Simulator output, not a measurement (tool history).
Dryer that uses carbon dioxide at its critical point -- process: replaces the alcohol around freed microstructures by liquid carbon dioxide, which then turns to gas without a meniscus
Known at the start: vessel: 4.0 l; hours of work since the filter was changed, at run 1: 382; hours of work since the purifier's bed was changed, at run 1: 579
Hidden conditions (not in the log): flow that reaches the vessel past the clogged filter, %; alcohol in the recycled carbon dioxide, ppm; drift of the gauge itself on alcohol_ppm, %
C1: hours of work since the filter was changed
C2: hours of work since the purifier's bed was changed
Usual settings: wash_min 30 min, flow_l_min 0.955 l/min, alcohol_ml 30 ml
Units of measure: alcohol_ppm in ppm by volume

{"run": 1, "day": 0.0, "wash_min": 30, "flow_l_min": 0.955, "alcohol_ml": 30, "C1": 382, "C2": 579, "alcohol_ppm": 111}
{"run": 2, "day": 1.1, "wash_min": 30, "flow_l_min": 0.955, "alcohol_ml": 30, "C1": 392, "C2": 588, "alcohol_ppm": 114}
{"run": 3, "day": 2.529, "wash_min": 30, "flow_l_min": 0.955, "alcohol_ml": 45, "C1": 405, "C2": 601, "alcohol_ppm": 128}
{"run": 4, "day": 3.429, "wash_min": 30, "flow_l_min": 0.955, "alcohol_ml": 30, "C1": 413, "C2": 609, "alcohol_ppm": 114}
{"run": 5, "day": 4.875, "wash_min": 30, "flow_l_min": 0.955, "alcohol_ml": 30, "C1": 425, "C2": 622, "alcohol_ppm": 123}
{"run": 6, "day": 5.817, "wash_min": 30, "flow_l_min": 0.955, "alcohol_ml": 30, "C1": 433, "C2": 630, "alcohol_ppm": 125}
{"run": 7, "day": 7.283, "wash_min": 30, "flow_l_min": 0.577, "alcohol_ml": 30, "C1": 446, "C2": 643, "alcohol_ppm": 288}
{"day": 7.683, "done": "inlet filter changed"}
{"run": 8, "day": 8.221, "wash_min": 30, "flow_l_min": 0.577, "alcohol_ml": 30, "C1": 5, "C2": 651, "alcohol_ppm": 227}
{"run": 9, "day": 8.962, "wash_min": 30, "flow_l_min": 0.577, "alcohol_ml": 30, "C1": 11, "C2": 657, "alcohol_ppm": 221}
{"run": 10, "day": 9.85, "wash_min": 30, "flow_l_min": 0.577, "alcohol_ml": 30, "C1": 19, "C2": 665, "alcohol_ppm": 228}

Run 11 comes next. What will it give?
{"run": 11, "day": 11.483, "wash_min": 32, "flow_l_min": 0.577, "alcohol_ml": 45, "C1": 33, "C2": 679, "alcohol_ppm": "?"}

Run 11 yielded alcohol_ppm 250 ppm by volume.
On a tool with no hidden condition, and with the same random variation, this run would have come out at alcohol_ppm 127 ppm by volume.
